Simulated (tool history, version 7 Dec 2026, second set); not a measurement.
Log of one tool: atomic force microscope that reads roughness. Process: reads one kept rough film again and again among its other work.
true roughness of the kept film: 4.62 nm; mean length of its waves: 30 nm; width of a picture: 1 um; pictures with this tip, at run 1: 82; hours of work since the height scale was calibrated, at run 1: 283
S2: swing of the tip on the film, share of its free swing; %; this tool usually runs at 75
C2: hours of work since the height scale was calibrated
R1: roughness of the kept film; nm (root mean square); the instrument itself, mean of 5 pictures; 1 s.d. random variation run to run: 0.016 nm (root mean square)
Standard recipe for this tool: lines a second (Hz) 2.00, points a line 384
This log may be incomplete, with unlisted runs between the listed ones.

Run 1, day 0.000: usual settings; pictures with this tip 82; C2 283. Result: R1 3.780 nm (root mean square).
Run 2, day 1.204: usual settings; pictures with this tip 120; C2 295. Result: R1 3.682 nm (root mean square).
At day 2.312: new tip fitted.
Run 3, day 2.621: usual settings but lines a second (Hz) 3.50; pictures with this tip 10; C2 310. Result: R1 3.817 nm (root mean square).
Run 4, day 3.442: usual settings but lines a second (Hz) 3.50, points a line 627; pictures with this tip 36; C2 318. Result: R1 3.766 nm (root mean square).
Run 5, day 4.671: usual settings but lines a second (Hz) 3.50, points a line 627; pictures with this tip 75; C2 331. Result: R1 3.700 nm (root mean square).
Run 6, day 5.871: usual settings but lines a second (Hz) 3.50, points a line 627; pictures with this tip 113; C2 343. Result: R1 3.587 nm (root mean square).
Run 7, day 6.546: usual settings but lines a second (Hz) 3.50, points a line 971; pictures with this tip 135; C2 350. Result: R1 3.536 nm (root mean square).
At day 7.196: new tip fitted.
Run 8, day 7.671: usual settings but lines a second (Hz) 3.50, points a line 971; pictures with this tip 15; C2 361. Result: R1 3.792 nm (root mean square).
Run 9, day 8.958: usual settings but lines a second (Hz) 3.50, points a line 971; pictures with this tip 56; C2 374. Result: R1 3.695 nm (root mean square).
Run 10, day 9.646: usual settings but S2 66 %; pictures with this tip 78; C2 381. Result: R1 3.811 nm (root mean square).
Run 11, day 10.638: usual settings; pictures with this tip 110; C2 391. Result: R1 3.683 nm (root mean square).
At day 12.129: new tip fitted.
Run 12, day 12.179: usual settings but points a line 567; pictures with this tip 1; C2 407. Result: R1 4.015 nm (root mean square).
Run 13, day 13.646: usual settings but points a line 567; pictures with this tip 48; C2 422. Result: R1 3.862 nm (root mean square).
Run 14, day 15.150: usual settings; pictures with this tip 96; C2 437. Result: R1 3.742 nm (root mean square).
Run 15, day 15.917: usual settings; pictures with this tip 121; C2 445. Result: R1 3.675 nm (root mean square).
Run 16, day 16.925: usual settings; pictures with this tip 153; C2 455. Result: R1 3.607 nm (root mean square).
At day 17.017: new tip fitted.
At day 17.058: height scale calibrated on a step standard.
Run 17, day 18.275: usual settings; pictures with this tip 39; C2 12. Result: R1 3.854 nm (root mean square).
Run 18, day 19.033: usual settings; pictures with this tip 63; C2 20. Result: R1 3.812 nm (root mean square).
Run 19, day 19.954: usual settings; pictures with this tip 92; C2 30. Result: R1 3.751 nm (root mean square).
Run 20, day 20.821: usual settings; pictures with this tip 120; C2 38. Result: R1 3.686 nm (root mean square).
At day 21.979: new tip fitted.
Run 21, day 22.312: usual settings; pictures with this tip 11; C2 53. Result: R1 3.958 nm (root mean square).
Run 22, day 23.608: usual settings; pictures with this tip 52; C2 67. Result: R1 3.844 nm (root mean square).
Run 23, day 25.025: usual settings but S2 87 %, points a line 520; pictures with this tip 97; C2 81. Result: R1 3.633 nm (root mean square).
At day 25.746: height scale calibrated on a step standard, once more.
Run 24, day 26.292: usual settings but lines a second (Hz) 3.53, S2 72 %, points a line 520; pictures with this tip 136; C2 6. Result: R1 3.603 nm (root mean square).
At day 26.962: new tip fitted.
Run 25, day 26.979: usual settings but lines a second (Hz) 3.53, S2 72 %, points a line 520; pictures with this tip 1; C2 12. Result: R1 3.862 nm (root mean square).
Run 26, day 27.667: usual settings but lines a second (Hz) 1.37, S2 78 %, points a line 714; pictures with this tip 23; C2 19. Result: R1 4.007 nm (root mean square).
Run 27, day 29.204: usual settings but lines a second (Hz) 1.40, S2 79 %, points a line 358; pictures with this tip 72; C2 35. Result: R1 3.844 nm (root mean square).
Run 28, day 30.483: usual settings but lines a second (Hz) 0.73, S2 74 %, points a line 358; pictures with this tip 113; C2 48. Result: R1 3.819 nm (root mean square).
Run 29, day 31.271: usual settings but lines a second (Hz) 3.16, S2 81 %, points a line 358; pictures with this tip 138; C2 56. Result: R1 3.490 nm (root mean square).
At day 31.821: new tip fitted.
Run 30, day 32.592: usual settings but lines a second (Hz) 1.77, S2 63 %; pictures with this tip 24; C2 70. Result: R1 3.976 nm (root mean square).
Run 31, day 33.308: usual settings but lines a second (Hz) 1.77, S2 60 %; pictures with this tip 47; C2 77. Result: R1 3.948 nm (root mean square).
Run 32, day 34.038: usual settings but lines a second (Hz) 1.77, S2 60 %; pictures with this tip 70; C2 84. Result: R1 3.888 nm (root mean square).

Run 33 comes next. What will it give?
Run 33, day 34.988: usual settings but lines a second (Hz) 3.06, S2 63 %, points a line 626; pictures with this tip 100; C2 94. Result: R1 ?.

{"run 33": {"R1": 3.784}}
On a tool with no hidden condition, and with the same random variation, this run would have come out at R1 4.048 nm (root mean square).
